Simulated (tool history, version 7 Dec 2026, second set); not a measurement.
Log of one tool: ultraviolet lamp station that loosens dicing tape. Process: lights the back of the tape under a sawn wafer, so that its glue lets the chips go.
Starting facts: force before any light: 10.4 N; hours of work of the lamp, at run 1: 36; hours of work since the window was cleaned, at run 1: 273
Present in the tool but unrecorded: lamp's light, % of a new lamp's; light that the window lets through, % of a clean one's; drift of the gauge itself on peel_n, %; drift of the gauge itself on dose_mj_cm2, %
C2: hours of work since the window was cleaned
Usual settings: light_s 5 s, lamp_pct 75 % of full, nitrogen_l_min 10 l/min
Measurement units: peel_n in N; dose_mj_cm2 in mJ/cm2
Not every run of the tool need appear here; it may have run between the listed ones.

Run 1, hour 0: usual settings; hours of work of the lamp 36; C2 273. Result: peel_n 1.154 N, dose_mj_cm2 370 mJ/cm2.
Run 2, hour 31.3: usual settings; hours of work of the lamp 52; C2 289. Result: peel_n 1.146 N, dose_mj_cm2 368 mJ/cm2.
Run 3, hour 61.8: usual settings; hours of work of the lamp 68; C2 305. Result: peel_n 1.228 N, dose_mj_cm2 363 mJ/cm2.
Run 4, hour 81.6: usual settings; hours of work of the lamp 78; C2 315. Result: peel_n 1.247 N, dose_mj_cm2 362 mJ/cm2.
Run 5, hour 102.6: usual settings but lamp_pct 95 % of full; hours of work of the lamp 89; C2 326. Result: peel_n 0.75 N, dose_mj_cm2 455 mJ/cm2.
Run 6, hour 140.9: usual settings but nitrogen_l_min 13 l/min; hours of work of the lamp 109; C2 346. Result: peel_n 1.072 N, dose_mj_cm2 357 mJ/cm2.
Run 7, hour 177.6: usual settings but nitrogen_l_min 13 l/min; hours of work of the lamp 128; C2 364. Result: peel_n 1.079 N, dose_mj_cm2 348 mJ/cm2.
Run 8, hour 206.7: usual settings but nitrogen_l_min 13 l/min; hours of work of the lamp 143; C2 379. Result: peel_n 1.067 N, dose_mj_cm2 352 mJ/cm2.
Run 9, hour 227.5: usual settings but nitrogen_l_min 13 l/min; hours of work of the lamp 154; C2 390. Result: peel_n 1.103 N, dose_mj_cm2 350 mJ/cm2.
Run 10, hour 258.8: usual settings but lamp_pct 79 % of full, nitrogen_l_min 13 l/min; hours of work of the lamp 170; C2 406. Result: peel_n 1.001 N, dose_mj_cm2 362 mJ/cm2.
Run 11, hour 291.6: usual settings but lamp_pct 79 % of full, nitrogen_l_min 13 l/min; hours of work of the lamp 187; C2 423. Result: peel_n 0.996 N, dose_mj_cm2 362 mJ/cm2.
Run 12, hour 316.9: usual settings but lamp_pct 79 % of full, nitrogen_l_min 13 l/min; hours of work of the lamp 200; C2 436. Result: peel_n 1.052 N, dose_mj_cm2 353 mJ/cm2.
Run 13, hour 352: usual settings but lamp_pct 79 % of full, nitrogen_l_min 13 l/min; hours of work of the lamp 218; C2 455. Result: peel_n 1.078 N, dose_mj_cm2 356 mJ/cm2.
Run 14, hour 384.2: usual settings but light_s 7 s, lamp_pct 79 % of full, nitrogen_l_min 13 l/min; hours of work of the lamp 235; C2 471. Result: peel_n 0.548 N, dose_mj_cm2 488 mJ/cm2.
Run 15, hour 405.4: usual settings but light_s 7 s, lamp_pct 79 % of full, nitrogen_l_min 13 l/min; hours of work of the lamp 246; C2 482. Result: peel_n 0.541 N, dose_mj_cm2 488 mJ/cm2.
Run 16, hour 443.5: usual settings but light_s 7 s, lamp_pct 79 % of full, nitrogen_l_min 11 l/min; hours of work of the lamp 265; C2 502. Result: peel_n 0.625 N, dose_mj_cm2 478 mJ/cm2.
Run 17, hour 461.1: usual settings; hours of work of the lamp 274; C2 511. Result: peel_n 1.502 N, dose_mj_cm2 323 mJ/cm2.
Run 18, hour 479.5: usual settings but lamp_pct 71 % of full; hours of work of the lamp 284; C2 520. Result: peel_n 1.639 N, dose_mj_cm2 304 mJ/cm2.
Run 19, hour 517.3: usual settings; hours of work of the lamp 304; C2 540. Result: peel_n 1.557 N, dose_mj_cm2 314 mJ/cm2.
At hour 530.8: window cleaned of glue's vapour.
Run 20, hour 549.7: usual settings; hours of work of the lamp 320; C2 10. Result: peel_n 1.14 N, dose_mj_cm2 375 mJ/cm2.
Run 21, hour 578.6: usual settings; hours of work of the lamp 335; C2 25. Result: peel_n 1.135 N, dose_mj_cm2 371 mJ/cm2.
Run 22, hour 598.3: usual settings; hours of work of the lamp 345; C2 35. Result: peel_n 1.151 N, dose_mj_cm2 367 mJ/cm2.
Run 23, hour 615.5: usual settings but light_s 6 s, lamp_pct 71 % of full; hours of work of the lamp 354; C2 44. Result: peel_n 0.935 N, dose_mj_cm2 415 mJ/cm2.
Run 24, hour 630.9: usual settings but light_s 4 s, lamp_pct 98 % of full, nitrogen_l_min 16 l/min; hours of work of the lamp 362; C2 52. Result: peel_n 0.827 N, dose_mj_cm2 378 mJ/cm2.
Run 25, hour 657.5: usual settings but lamp_pct 98 % of full, nitrogen_l_min 15 l/min; hours of work of the lamp 376; C2 65. Result: peel_n 0.509 N, dose_mj_cm2 472 mJ/cm2.
Run 26, hour 676.2: usual settings but lamp_pct 98 % of full, nitrogen_l_min 15 l/min; hours of work of the lamp 385; C2 75. Result: peel_n 0.515 N, dose_mj_cm2 471 mJ/cm2.
Run 27, hour 707.9: usual settings but lamp_pct 73 % of full, nitrogen_l_min 20 l/min; hours of work of the lamp 402; C2 91. Result: peel_n 0.832 N, dose_mj_cm2 350 mJ/cm2.
Run 28, hour 731.8: usual settings but lamp_pct 73 % of full, nitrogen_l_min 20 l/min; hours of work of the lamp 414; C2 104. Result: peel_n 0.833 N, dose_mj_cm2 340 mJ/cm2.
Run 29, hour 754.3: usual settings but lamp_pct 73 % of full, nitrogen_l_min 20 l/min; hours of work of the lamp 426; C2 115. Result: peel_n 0.821 N, dose_mj_cm2 345 mJ/cm2.
Run 30, hour 791.8: usual settings but lamp_pct 73 % of full, nitrogen_l_min 20 l/min; hours of work of the lamp 445; C2 135. Result: peel_n 0.882 N, dose_mj_cm2 342 mJ/cm2.
Run 31, hour 828.8: usual settings but lamp_pct 73 % of full, nitrogen_l_min 20 l/min; hours of work of the lamp 464; C2 154. Result: peel_n 0.967 N, dose_mj_cm2 338 mJ/cm2.
Run 32, hour 864.9: usual settings but nitrogen_l_min 6 l/min; hours of work of the lamp 483; C2 173. Result: peel_n 2.004 N, dose_mj_cm2 339 mJ/cm2.
Run 33, hour 888.9: usual settings but nitrogen_l_min 6 l/min; hours of work of the lamp 495; C2 185. Result: peel_n 1.935 N, dose_mj_cm2 340 mJ/cm2.
Run 34, hour 916.9: usual settings but lamp_pct 62 % of full, nitrogen_l_min 6 l/min; hours of work of the lamp 510; C2 199. Result: peel_n 2.541 N, dose_mj_cm2 275 mJ/cm2.
Run 35, hour 948.5: usual settings but lamp_pct 62 % of full, nitrogen_l_min 6 l/min; hours of work of the lamp 526; C2 216. Result: peel_n 2.657 N, dose_mj_cm2 275 mJ/cm2.
Run 36, hour 970.2: usual settings but light_s 4 s, nitrogen_l_min 4 l/min; hours of work of the lamp 537; C2 227. Result: peel_n 3.457 N, dose_mj_cm2 264 mJ/cm2.
Run 37, hour 1008.1: usual settings but light_s 4 s, lamp_pct 91 % of full; hours of work of the lamp 557; C2 247. Result: peel_n 1.583 N, dose_mj_cm2 315 mJ/cm2.
Run 38, hour 1032.8: usual settings but light_s 4 s, lamp_pct 91 % of full; hours of work of the lamp 570; C2 259. Result: peel_n 1.508 N, dose_mj_cm2 312 mJ/cm2.
Run 39, hour 1050.4: usual settings but light_s 4 s, lamp_pct 73 % of full; hours of work of the lamp 579; C2 268. Result: peel_n 2.272 N, dose_mj_cm2 250 mJ/cm2.
Run 40, hour 1084.9: usual settings but light_s 3 s, lamp_pct 87 % of full, nitrogen_l_min 18 l/min; hours of work of the lamp 597; C2 286. Result: peel_n 1.924 N, dose_mj_cm2 221 mJ/cm2.
Run 41, hour 1111.7: usual settings but light_s 3 s, lamp_pct 89 % of full; hours of work of the lamp 610; C2 300. Result: peel_n 2.665 N, dose_mj_cm2 225 mJ/cm2.
Run 42, hour 1131.5: usual settings but light_s 3 s, lamp_pct 89 % of full; hours of work of the lamp 621; C2 310. Result: peel_n 2.75 N, dose_mj_cm2 222 mJ/cm2.
Run 43, hour 1156.8: usual settings but light_s 9 s, lamp_pct 62 % of full, nitrogen_l_min 7 l/min; hours of work of the lamp 634; C2 323. Result: peel_n 1.009 N, dose_mj_cm2 456 mJ/cm2.

Here are 5 independent what-if runs from the current tool condition. What would each one return?
Run A, hour 1178.3: usual settings but light_s 9 s, lamp_pct 93 % of full, nitrogen_l_min 7 l/min; hours of work of the lamp 645; C2 335. Result: peel_n ?, dose_mj_cm2 ?.
Run B, hour 1178.3: usual settings; hours of work of the lamp 645; C2 335. Result: peel_n ?, dose_mj_cm2 ?.
Run C, hour 1178.3: usual settings but light_s 9 s, lamp_pct 74 % of full, nitrogen_l_min 3 l/min; hours of work of the lamp 645; C2 335. Result: peel_n ?, dose_mj_cm2 ?.
Run D, hour 1178.3: usual settings; hours of work of the lamp 645; C2 335. Result: peel_n ?, dose_mj_cm2 ?.
Run E, hour 1178.3: usual settings but light_s 3 s, lamp_pct 92 % of full, nitrogen_l_min 7 l/min; hours of work of the lamp 645; C2 335. Result: peel_n ?, dose_mj_cm2 ?.

run  peel_n  dose_mj_cm2
  A   0.432          690
  B   1.576          308
  C   1.316          545
  D   1.609          308
  E   3.013          228
The same runs, with their run-to-run variation unchanged, on a tool lacking any hidden condition would have given:
run  peel_n  dose_mj_cm2
  A   0.271          916
  B   0.917          409
  C   0.745          725
  D   0.939          409
  E   2.059          302
